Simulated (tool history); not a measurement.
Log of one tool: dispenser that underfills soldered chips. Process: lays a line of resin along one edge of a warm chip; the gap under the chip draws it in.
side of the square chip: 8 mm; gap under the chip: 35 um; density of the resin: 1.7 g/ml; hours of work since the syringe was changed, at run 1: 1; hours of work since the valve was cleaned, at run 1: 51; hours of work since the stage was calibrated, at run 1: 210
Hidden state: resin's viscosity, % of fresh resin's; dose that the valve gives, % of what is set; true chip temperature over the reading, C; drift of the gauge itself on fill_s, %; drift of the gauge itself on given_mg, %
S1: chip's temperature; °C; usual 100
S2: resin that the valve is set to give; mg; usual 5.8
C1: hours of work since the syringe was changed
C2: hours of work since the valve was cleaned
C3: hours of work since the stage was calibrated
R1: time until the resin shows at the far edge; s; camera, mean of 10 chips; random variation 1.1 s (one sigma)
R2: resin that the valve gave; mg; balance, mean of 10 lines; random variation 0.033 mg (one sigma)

Run 1, hour 0: usual settings; C1 1; C2 51; C3 210. Result: R1 116.6 s, R2 5.67 mg.
At hour 6.7: new syringe of resin.
Run 2, hour 7: usual settings but S2 6.2 mg; C1 0; C2 56; C3 215. Result: R1 107 s, R2 6.07 mg.
At hour 15.6: new syringe of resin.
Run 3, hour 16.1: usual settings but S2 6.2 mg; C1 0; C2 63; C3 222. Result: R1 106.5 s, R2 6.02 mg.
Run 4, hour 21.5: usual settings but S2 6.2 mg; C1 4; C2 67; C3 226. Result: R1 151.4 s, R2 6 mg.
At hour 24.7: new syringe of resin.
Run 5, hour 30.3: usual settings but S1 101 °C; C1 4; C2 73; C3 232. Result: R1 145.2 s, R2 5.61 mg.
At hour 33.5: new syringe of resin.
Run 6, hour 41: usual settings but S1 101 °C; C1 6; C2 81; C3 240. Result: R1 160.7 s, R2 5.61 mg.
At hour 42.7: new syringe of resin.
Run 7, hour 50.6: usual settings but S1 101 °C; C1 6; C2 88; C3 247. Result: R1 167.2 s, R2 5.52 mg.
At hour 51.8: new syringe of resin.
Run 8, hour 56.2: usual settings but S1 101 °C; C1 3; C2 92; C3 251. Result: R1 129 s, R2 5.6 mg.
At hour 60.4: new syringe of resin.
Run 9, hour 64.8: usual settings but S1 101 °C; C1 3; C2 98; C3 257. Result: R1 133.4 s, R2 5.58 mg.
At hour 68.8: new syringe of resin.
Run 10, hour 71: usual settings but S1 101 °C; C1 2; C2 102; C3 261. Result: R1 115.8 s, R2 5.55 mg.
Run 11, hour 76.4: usual settings; C1 6; C2 106; C3 265. Result: R1 166.3 s, R2 5.55 mg.
At hour 77.6: new syringe of resin.
Run 12, hour 85.2: usual settings; C1 6; C2 113; C3 272. Result: R1 168.1 s, R2 5.51 mg.
At hour 86.5: new syringe of resin.
At hour 94: dispensing valve cleaned and set on the balance.
Run 13, hour 94.1: usual settings; C1 5; C2 0; C3 277. Result: R1 156.3 s, R2 5.85 mg.
At hour 96.6: new syringe of resin.
Run 14, hour 100.5: usual settings but S1 99 °C, S2 5.06 mg; C1 3; C2 5; C3 282. Result: R1 137.6 s, R2 5.03 mg.
At hour 105: new syringe of resin.
Run 15, hour 107.5: usual settings but S1 99 °C, S2 5.06 mg; C1 2; C2 10; C3 287. Result: R1 128.4 s, R2 5 mg.
Run 16, hour 113.1: usual settings but S1 99 °C, S2 5.06 mg; C1 6; C2 14; C3 291. Result: R1 180.1 s, R2 5.01 mg.
At hour 113.9: new syringe of resin.
Run 17, hour 119.9: usual settings but S1 99 °C, S2 5.06 mg; C1 4; C2 19; C3 296. Result: R1 159.7 s, R2 5 mg.
At hour 122.4: new syringe of resin.
Run 18, hour 125.6: usual settings but S1 99 °C, S2 5.06 mg; C1 2; C2 23; C3 300. Result: R1 136.7 s, R2 5 mg.
At hour 131.2: new syringe of resin.
Run 19, hour 131.8: usual settings but S1 86 °C, S2 6.48 mg; C1 0; C2 27; C3 304. Result: R1 154.4 s, R2 6.45 mg.
Run 20, hour 139.3: usual settings but S1 106 °C, S2 5.16 mg; C1 6; C2 33; C3 310. Result: R1 149.4 s, R2 5.05 mg.
At hour 140.5: new syringe of resin.
At hour 149: new syringe of resin.
Run 21, hour 150.3: usual settings but S1 106 °C, S2 5.16 mg; C1 1; C2 40; C3 318. Result: R1 98 s, R2 5.09 mg.
At hour 158.3: new syringe of resin.
Run 22, hour 161.2: usual settings but S1 97 °C, S2 6.36 mg; C1 2; C2 48; C3 326. Result: R1 132.9 s, R2 6.23 mg.
At hour 166.8: new syringe of resin.
Run 23, hour 167.3: usual settings but S1 86 °C, S2 6.53 mg; C1 0; C2 53; C3 330. Result: R1 156.5 s, R2 6.37 mg.
At hour 175.6: new syringe of resin.
Run 24, hour 177.7: usual settings but S2 5.13 mg; C1 2; C2 60; C3 337. Result: R1 118.7 s, R2 4.98 mg.
At hour 184.2: new syringe of resin.
Run 25, hour 185.1: usual settings but S1 99 °C, S2 7.44 mg; C1 1; C2 65; C3 343. Result: R1 108.8 s, R2 7.21 mg.

Forecast each of these 4 alternatives for the next run:
Run A, hour 190.8: usual settings but S1 90 °C, S2 7 mg; C1 5; C2 70; C3 347. Result: R1 ?, R2 ?.
Run B, hour 190.8: usual settings but S1 93 °C, S2 7.44 mg; C1 5; C2 70; C3 347. Result: R1 ?, R2 ?.
Run C, hour 190.8: usual settings but S1 101 °C, S2 7.36 mg; C1 5; C2 70; C3 347. Result: R1 ?, R2 ?.
Run D, hour 190.8: usual settings but S2 6.12 mg; C1 5; C2 70; C3 347. Result: R1 ?, R2 ?.

run     R1    R2
  A  200.4  6.73
  B  184.1  7.27
  C    147  7.11
  D  158.8  5.95
Without the tool's hidden state the same runs would have given:
run     R1    R2
  A  133.6  6.96
  B  122.8  7.53
  C   97.9  7.36
  D  105.6  6.16
